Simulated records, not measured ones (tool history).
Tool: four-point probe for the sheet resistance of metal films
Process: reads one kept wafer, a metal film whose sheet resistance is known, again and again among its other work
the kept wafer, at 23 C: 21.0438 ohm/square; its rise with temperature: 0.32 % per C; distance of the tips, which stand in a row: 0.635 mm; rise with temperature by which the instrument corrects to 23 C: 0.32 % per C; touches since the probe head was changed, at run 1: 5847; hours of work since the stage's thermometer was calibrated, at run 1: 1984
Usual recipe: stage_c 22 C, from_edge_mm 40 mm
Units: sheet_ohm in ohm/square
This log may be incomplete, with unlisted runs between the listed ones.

run,hour,stage_c,from_edge_mm,touches since the probe head was changed,hours of work since the stage's thermometer was calibrated,sheet_ohm
1,0.0,22,40,5847,1984,21.045062
2,32.2,22,40,6370,2000,21.039697
3,55.2,22,40,6745,2011,21.042353
4,84.4,22,5,7220,2026,21.230659
5,132.1,22,4,7996,2050,21.321708
6,165.8,22,4,8545,2066,21.329150
7,208.6,22,4,9242,2088,21.327161
8,251.1,22,20,9933,2109,21.063816
9,289.0,22,40,10550,2128,21.044975
10,327.2,22,62,11172,2147,21.047495
11,356.4,18,4,11647,2161,21.322480
12,397.6,31,3,12317,2182,21.546241
13,432.2,32,8,12880,2199,21.126047
14,469.1,32,8,13481,2217,21.127174
15,492.1,32,8,13855,2229,21.128609
16,512.1,32,8,14181,2239,21.125084
17,537.4,27,57,14592,2251,21.047928
18,584.2,27,57,15354,2274,21.043358

Below are 4 alternative next runs, each starting from the tool's condition after run 18. Predict each:
A,604.5,24,7,15685,2285,?
B,604.5,33,57,15685,2285,?
C,604.5,22,3,15685,2285,?
D,604.5,24,10,15685,2285,?

run,sheet_ohm
A,21.132602
B,21.055111
C,21.537741
D,21.094850
Had the tool no hidden state, the same runs would have come out as:
run,sheet_ohm
A,21.133152
B,21.055654
C,21.538302
D,21.095399
